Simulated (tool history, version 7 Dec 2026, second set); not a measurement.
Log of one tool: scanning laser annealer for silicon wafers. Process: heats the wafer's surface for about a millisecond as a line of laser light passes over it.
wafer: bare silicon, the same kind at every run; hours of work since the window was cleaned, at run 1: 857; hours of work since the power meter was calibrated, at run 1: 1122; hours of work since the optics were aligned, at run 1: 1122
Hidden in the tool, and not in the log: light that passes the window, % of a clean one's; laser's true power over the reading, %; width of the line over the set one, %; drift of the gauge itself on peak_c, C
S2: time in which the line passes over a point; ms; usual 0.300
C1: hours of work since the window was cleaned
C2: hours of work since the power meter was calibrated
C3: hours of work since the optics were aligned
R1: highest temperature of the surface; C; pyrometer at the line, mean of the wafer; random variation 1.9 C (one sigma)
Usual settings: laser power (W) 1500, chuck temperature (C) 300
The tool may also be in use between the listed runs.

{"run": 1, "hour": 0.0, "laser power (W)": 1500, "S2": 0.3, "chuck temperature (C)": 300, "C1": 857, "C2": 1122, "C3": 1122, "R1": 1079}
{"run": 2, "hour": 33.3, "laser power (W)": 1500, "S2": 0.3, "chuck temperature (C)": 300, "C1": 882, "C2": 1147, "C3": 1147, "R1": 1073}
{"run": 3, "hour": 69.9, "laser power (W)": 1500, "S2": 0.3, "chuck temperature (C)": 300, "C1": 910, "C2": 1174, "C3": 1174, "R1": 1075}
{"run": 4, "hour": 124.6, "laser power (W)": 1527, "S2": 0.3, "chuck temperature (C)": 300, "C1": 950, "C2": 1215, "C3": 1215, "R1": 1086}
{"hour": 153.7, "done": "window over the wafer cleaned"}
{"run": 5, "hour": 181.7, "laser power (W)": 1287, "S2": 0.3, "chuck temperature (C)": 300, "C1": 21, "C2": 1256, "C3": 1256, "R1": 953}
{"run": 6, "hour": 223.8, "laser power (W)": 1287, "S2": 0.3, "chuck temperature (C)": 300, "C1": 52, "C2": 1287, "C3": 1287, "R1": 952}
{"run": 7, "hour": 258.2, "laser power (W)": 1287, "S2": 0.3, "chuck temperature (C)": 300, "C1": 78, "C2": 1313, "C3": 1313, "R1": 951}
{"run": 8, "hour": 299.1, "laser power (W)": 1287, "S2": 0.3, "chuck temperature (C)": 300, "C1": 108, "C2": 1343, "C3": 1343, "R1": 955}
{"run": 9, "hour": 348.1, "laser power (W)": 1500, "S2": 0.35, "chuck temperature (C)": 300, "C1": 145, "C2": 1380, "C3": 1380, "R1": 1139}
{"run": 10, "hour": 426.4, "laser power (W)": 1500, "S2": 0.35, "chuck temperature (C)": 300, "C1": 203, "C2": 1438, "C3": 1438, "R1": 1139}
{"run": 11, "hour": 476.5, "laser power (W)": 1500, "S2": 0.3, "chuck temperature (C)": 325, "C1": 240, "C2": 1475, "C3": 1475, "R1": 1110}
{"run": 12, "hour": 536.2, "laser power (W)": 1500, "S2": 0.3, "chuck temperature (C)": 325, "C1": 285, "C2": 1520, "C3": 1520, "R1": 1110}
{"run": 13, "hour": 571.8, "laser power (W)": 1521, "S2": 0.3, "chuck temperature (C)": 300, "C1": 311, "C2": 1546, "C3": 1546, "R1": 1095}
{"run": 14, "hour": 639.1, "laser power (W)": 1521, "S2": 0.3, "chuck temperature (C)": 300, "C1": 361, "C2": 1596, "C3": 1596, "R1": 1094}
{"run": 15, "hour": 674.5, "laser power (W)": 1521, "S2": 0.3, "chuck temperature (C)": 300, "C1": 388, "C2": 1623, "C3": 1623, "R1": 1093}
{"run": 16, "hour": 723.6, "laser power (W)": 1521, "S2": 0.3, "chuck temperature (C)": 300, "C1": 424, "C2": 1659, "C3": 1659, "R1": 1091}
{"run": 17, "hour": 764.9, "laser power (W)": 1521, "S2": 0.3, "chuck temperature (C)": 300, "C1": 455, "C2": 1690, "C3": 1690, "R1": 1089}
{"run": 18, "hour": 838.6, "laser power (W)": 1500, "S2": 0.3, "chuck temperature (C)": 300, "C1": 510, "C2": 1745, "C3": 1745, "R1": 1077}
{"run": 19, "hour": 901.6, "laser power (W)": 1500, "S2": 0.3, "chuck temperature (C)": 300, "C1": 557, "C2": 1792, "C3": 1792, "R1": 1073}
{"run": 20, "hour": 955.5, "laser power (W)": 1500, "S2": 0.3, "chuck temperature (C)": 300, "C1": 597, "C2": 1832, "C3": 1832, "R1": 1070}
{"run": 21, "hour": 991.3, "laser power (W)": 1500, "S2": 0.3, "chuck temperature (C)": 334, "C1": 623, "C2": 1858, "C3": 1858, "R1": 1103}
{"run": 22, "hour": 1039.3, "laser power (W)": 1500, "S2": 0.347, "chuck temperature (C)": 285, "C1": 659, "C2": 1894, "C3": 1894, "R1": 1104}
{"hour": 1111.8, "done": "optics aligned, line set to its width"}
{"run": 23, "hour": 1112.1, "laser power (W)": 1297, "S2": 0.356, "chuck temperature (C)": 277, "C1": 709, "C2": 1945, "C3": 0, "R1": 990}
{"run": 24, "hour": 1183.1, "laser power (W)": 1302, "S2": 0.211, "chuck temperature (C)": 260, "C1": 762, "C2": 1997, "C3": 53, "R1": 832}
{"run": 25, "hour": 1214.8, "laser power (W)": 1302, "S2": 0.211, "chuck temperature (C)": 288, "C1": 786, "C2": 2021, "C3": 77, "R1": 861}

The next listed run, before its measurement:
{"run": 26, "hour": 1289.1, "laser power (W)": 1302, "S2": 0.211, "chuck temperature (C)": 288, "C1": 841, "C2": 2076, "C3": 132, "R1": "?"}

Run 26 gave R1 860 C.
Without the tool's hidden state the same run would have given R1 878 C.
